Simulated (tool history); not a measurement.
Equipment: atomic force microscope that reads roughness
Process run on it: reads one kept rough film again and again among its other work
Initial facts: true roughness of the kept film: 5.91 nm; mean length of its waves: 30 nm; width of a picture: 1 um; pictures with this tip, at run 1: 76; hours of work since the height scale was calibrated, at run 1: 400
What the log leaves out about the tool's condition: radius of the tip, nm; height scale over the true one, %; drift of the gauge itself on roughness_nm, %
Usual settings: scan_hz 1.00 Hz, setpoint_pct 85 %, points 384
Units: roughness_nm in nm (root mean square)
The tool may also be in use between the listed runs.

run	hour	scan_hz	setpoint_pct	points	pictures with this tip	hours of work since the height scale was calibrated	roughness_nm
1	0.0	1.00	85	384	76	400	4.148
2	6.5	1.00	85	384	91	405	4.098
3	18.4	1.00	85	384	118	413	3.996
4	27.2	3.46	85	384	139	420	3.072
5	39.4	1.00	85	384	167	428	3.882
# hour 46.4: new tip fitted
6	46.7	1.00	85	384	1	433	4.387
7	52.8	1.00	85	384	14	438	4.339
8	63.3	1.00	85	544	39	445	4.301
9	72.1	1.00	85	544	59	452	4.226
10	84.6	1.00	59	810	88	461	4.512
11	91.9	3.18	80	277	105	466	3.442
12	97.6	2.02	81	741	118	470	3.725
13	106.7	2.23	72	296	139	477	3.829
14	116.3	2.23	72	296	161	484	3.755
# hour 126.4: new tip fitted
15	127.2	2.23	72	296	1	491	4.322
16	140.2	2.23	72	296	31	501	4.225
17	151.7	2.23	72	296	58	509	4.106

Each row is a separate what-if for the run after 17, all from the same tool condition, not one after another. Results?
A	164.1	1.49	60	381	87	518	?
B	164.1	1.65	82	690	87	518	?
C	164.1	1.23	72	296	87	518	?
D	164.1	0.71	72	296	87	518	?

run	roughness_nm
A	4.436
B	3.938
C	4.289
D	4.372
With the hidden condition removed and each run's random variation left untouched, the same runs would have given:
run	roughness_nm
A	4.753
B	4.219
C	4.595
D	4.684
